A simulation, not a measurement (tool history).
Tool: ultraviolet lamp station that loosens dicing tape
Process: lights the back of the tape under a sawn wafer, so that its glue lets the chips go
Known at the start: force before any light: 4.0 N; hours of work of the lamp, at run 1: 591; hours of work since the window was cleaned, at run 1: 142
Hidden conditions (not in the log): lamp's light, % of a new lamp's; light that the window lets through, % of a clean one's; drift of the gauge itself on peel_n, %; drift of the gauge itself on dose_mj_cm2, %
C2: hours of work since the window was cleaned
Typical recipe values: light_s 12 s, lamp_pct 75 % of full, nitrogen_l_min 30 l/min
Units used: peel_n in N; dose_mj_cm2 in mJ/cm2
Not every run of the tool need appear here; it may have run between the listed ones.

Run 1, hour 0: usual settings; hours of work of the lamp 591; C2 142. Result: peel_n 0.294 N, dose_mj_cm2 228 mJ/cm2.
Run 2, hour 23.7: usual settings; hours of work of the lamp 606; C2 157. Result: peel_n 0.28 N, dose_mj_cm2 231 mJ/cm2.
Run 3, hour 59.1: usual settings; hours of work of the lamp 629; C2 180. Result: peel_n 0.27 N, dose_mj_cm2 232 mJ/cm2.
Run 4, hour 102.1: usual settings; hours of work of the lamp 657; C2 208. Result: peel_n 0.273 N, dose_mj_cm2 230 mJ/cm2.
At hour 116: lamp changed.
Run 5, hour 128.8: usual settings; hours of work of the lamp 8; C2 225. Result: peel_n 0.273 N, dose_mj_cm2 228 mJ/cm2.
Run 6, hour 157.5: usual settings; hours of work of the lamp 27; C2 244. Result: peel_n 0.268 N, dose_mj_cm2 231 mJ/cm2.
Run 7, hour 179.8: usual settings but lamp_pct 100 % of full; hours of work of the lamp 41; C2 258. Result: peel_n 0.177 N, dose_mj_cm2 306 mJ/cm2.
Run 8, hour 211.7: usual settings; hours of work of the lamp 62; C2 279. Result: peel_n 0.277 N, dose_mj_cm2 232 mJ/cm2.
Run 9, hour 255.2: usual settings; hours of work of the lamp 90; C2 307. Result: peel_n 0.273 N, dose_mj_cm2 224 mJ/cm2.
Run 10, hour 277.9: usual settings; hours of work of the lamp 105; C2 322. Result: peel_n 0.264 N, dose_mj_cm2 231 mJ/cm2.
Run 11, hour 318.4: usual settings; hours of work of the lamp 132; C2 348. Result: peel_n 0.276 N, dose_mj_cm2 228 mJ/cm2.
Run 12, hour 348.4: usual settings; hours of work of the lamp 151; C2 368. Result: peel_n 0.27 N, dose_mj_cm2 231 mJ/cm2.
Run 13, hour 375.6: usual settings but nitrogen_l_min 20 l/min; hours of work of the lamp 169; C2 385. Result: peel_n 0.384 N, dose_mj_cm2 227 mJ/cm2.
Run 14, hour 402.3: usual settings but nitrogen_l_min 12 l/min; hours of work of the lamp 186; C2 403. Result: peel_n 0.523 N, dose_mj_cm2 227 mJ/cm2.
Run 15, hour 425.6: usual settings but nitrogen_l_min 12 l/min; hours of work of the lamp 201; C2 418. Result: peel_n 0.525 N, dose_mj_cm2 232 mJ/cm2.
Run 16, hour 471.5: usual settings but nitrogen_l_min 12 l/min; hours of work of the lamp 231; C2 448. Result: peel_n 0.546 N, dose_mj_cm2 226 mJ/cm2.
Run 17, hour 503: usual settings; hours of work of the lamp 252; C2 468. Result: peel_n 0.28 N, dose_mj_cm2 228 mJ/cm2.
Run 18, hour 533.8: usual settings; hours of work of the lamp 272; C2 488. Result: peel_n 0.276 N, dose_mj_cm2 231 mJ/cm2.
Run 19, hour 557.5: usual settings; hours of work of the lamp 287; C2 504. Result: peel_n 0.277 N, dose_mj_cm2 231 mJ/cm2.
Run 20, hour 580.9: usual settings; hours of work of the lamp 302; C2 519. Result: peel_n 0.268 N, dose_mj_cm2 224 mJ/cm2.
Run 21, hour 632.3: usual settings; hours of work of the lamp 336; C2 552. Result: peel_n 0.279 N, dose_mj_cm2 233 mJ/cm2.
At hour 651.4: window cleaned of glue's vapour.
Run 22, hour 680.9: usual settings but light_s 8 s, lamp_pct 80 % of full, nitrogen_l_min 19 l/min; hours of work of the lamp 367; C2 19. Result: peel_n 0.692 N, dose_mj_cm2 164 mJ/cm2.
Run 23, hour 712.5: usual settings but light_s 8 s, lamp_pct 80 % of full, nitrogen_l_min 19 l/min; hours of work of the lamp 388; C2 40. Result: peel_n 0.703 N, dose_mj_cm2 163 mJ/cm2.
Run 24, hour 755.9: usual settings but light_s 8 s, lamp_pct 80 % of full, nitrogen_l_min 19 l/min; hours of work of the lamp 416; C2 68. Result: peel_n 0.694 N, dose_mj_cm2 166 mJ/cm2.
Run 25, hour 792.6: usual settings but light_s 14 s, lamp_pct 81 % of full, nitrogen_l_min 12 l/min; hours of work of the lamp 440; C2 92. Result: peel_n 0.347 N, dose_mj_cm2 288 mJ/cm2.
Run 26, hour 816.5: usual settings but lamp_pct 71 % of full; hours of work of the lamp 455; C2 107. Result: peel_n 0.297 N, dose_mj_cm2 216 mJ/cm2.
Run 27, hour 841.9: usual settings but light_s 8 s, lamp_pct 60 % of full, nitrogen_l_min 25 l/min; hours of work of the lamp 472; C2 124. Result: peel_n 0.887 N, dose_mj_cm2 121 mJ/cm2.
Run 28, hour 891.6: usual settings but light_s 8 s, lamp_pct 60 % of full, nitrogen_l_min 25 l/min; hours of work of the lamp 504; C2 156. Result: peel_n 0.873 N, dose_mj_cm2 121 mJ/cm2.
Run 29, hour 934.2: usual settings but light_s 9 s, lamp_pct 93 % of full; hours of work of the lamp 532; C2 184. Result: peel_n 0.309 N, dose_mj_cm2 213 mJ/cm2.
Run 30, hour 961.6: usual settings but light_s 9 s, lamp_pct 93 % of full, nitrogen_l_min 53 l/min; hours of work of the lamp 550; C2 202. Result: peel_n 0.214 N, dose_mj_cm2 216 mJ/cm2.
Run 31, hour 1006.8: usual settings but light_s 8 s, nitrogen_l_min 33 l/min; hours of work of the lamp 579; C2 231. Result: peel_n 0.535 N, dose_mj_cm2 154 mJ/cm2.
Run 32, hour 1045.6: usual settings but light_s 16 s, nitrogen_l_min 38 l/min; hours of work of the lamp 604; C2 256. Result: peel_n 0.156 N, dose_mj_cm2 307 mJ/cm2.
Run 33, hour 1091.1: usual settings but nitrogen_l_min 20 l/min; hours of work of the lamp 634; C2 286. Result: peel_n 0.372 N, dose_mj_cm2 229 mJ/cm2.
Run 34, hour 1128.1: usual settings but nitrogen_l_min 20 l/min; hours of work of the lamp 658; C2 310. Result: peel_n 0.369 N, dose_mj_cm2 232 mJ/cm2.
At hour 1140.8: lamp changed.
Run 35, hour 1156.9: usual settings but nitrogen_l_min 20 l/min; hours of work of the lamp 11; C2 328. Result: peel_n 0.364 N, dose_mj_cm2 232 mJ/cm2.
Run 36, hour 1196.3: usual settings but light_s 6 s, nitrogen_l_min 20 l/min; hours of work of the lamp 36; C2 354. Result: peel_n 1.075 N, dose_mj_cm2 113 mJ/cm2.
Run 37, hour 1228.6: usual settings but nitrogen_l_min 21 l/min; hours of work of the lamp 57; C2 375. Result: peel_n 0.344 N, dose_mj_cm2 232 mJ/cm2.
Run 38, hour 1263.5: usual settings but nitrogen_l_min 21 l/min; hours of work of the lamp 80; C2 397. Result: peel_n 0.352 N, dose_mj_cm2 235 mJ/cm2.
Run 39, hour 1305.5: usual settings but light_s 8 s, lamp_pct 79 % of full, nitrogen_l_min 44 l/min; hours of work of the lamp 107; C2 425. Result: peel_n 0.417 N, dose_mj_cm2 159 mJ/cm2.
Run 40, hour 1333.4: usual settings but light_s 7 s, lamp_pct 94 % of full, nitrogen_l_min 50 l/min; hours of work of the lamp 125; C2 443. Result: peel_n 0.334 N, dose_mj_cm2 167 mJ/cm2.
Run 41, hour 1358.3: usual settings but light_s 14 s; hours of work of the lamp 141; C2 459. Result: peel_n 0.206 N, dose_mj_cm2 265 mJ/cm2.
Run 42, hour 1411.4: usual settings but light_s 11 s, lamp_pct 86 % of full; hours of work of the lamp 176; C2 494. Result: peel_n 0.245 N, dose_mj_cm2 238 mJ/cm2.

5 options for the next run, each taken on its own from the tool as it stands now. Forecast them:
Run A, hour 1442.4: usual settings but light_s 15 s, lamp_pct 72 % of full; hours of work of the lamp 196; C2 514. Result: peel_n ?, dose_mj_cm2 ?.
Run B, hour 1442.4: usual settings but lamp_pct 94 % of full, nitrogen_l_min 26 l/min; hours of work of the lamp 196; C2 514. Result: peel_n ?, dose_mj_cm2 ?.
Run C, hour 1442.4: usual settings but light_s 15 s, lamp_pct 91 % of full, nitrogen_l_min 55 l/min; hours of work of the lamp 196; C2 514. Result: peel_n ?, dose_mj_cm2 ?.
Run D, hour 1442.4: usual settings but light_s 7 s, lamp_pct 94 % of full, nitrogen_l_min 23 l/min; hours of work of the lamp 196; C2 514. Result: peel_n ?, dose_mj_cm2 ?.
Run E, hour 1442.4: usual settings but light_s 15 s, lamp_pct 91 % of full, nitrogen_l_min 55 l/min; hours of work of the lamp 196; C2 514. Result: peel_n ?, dose_mj_cm2 ?.

run  peel_n  dose_mj_cm2
  A   0.202          273
  B   0.204          288
  C   0.128          342
  D   0.578          162
  E   0.127          346
With no hidden state in the tool, these same runs would have given:
run  peel_n  dose_mj_cm2
  A   0.201          274
  B   0.203          289
  C   0.128          343
  D   0.575          163
  E   0.127          347
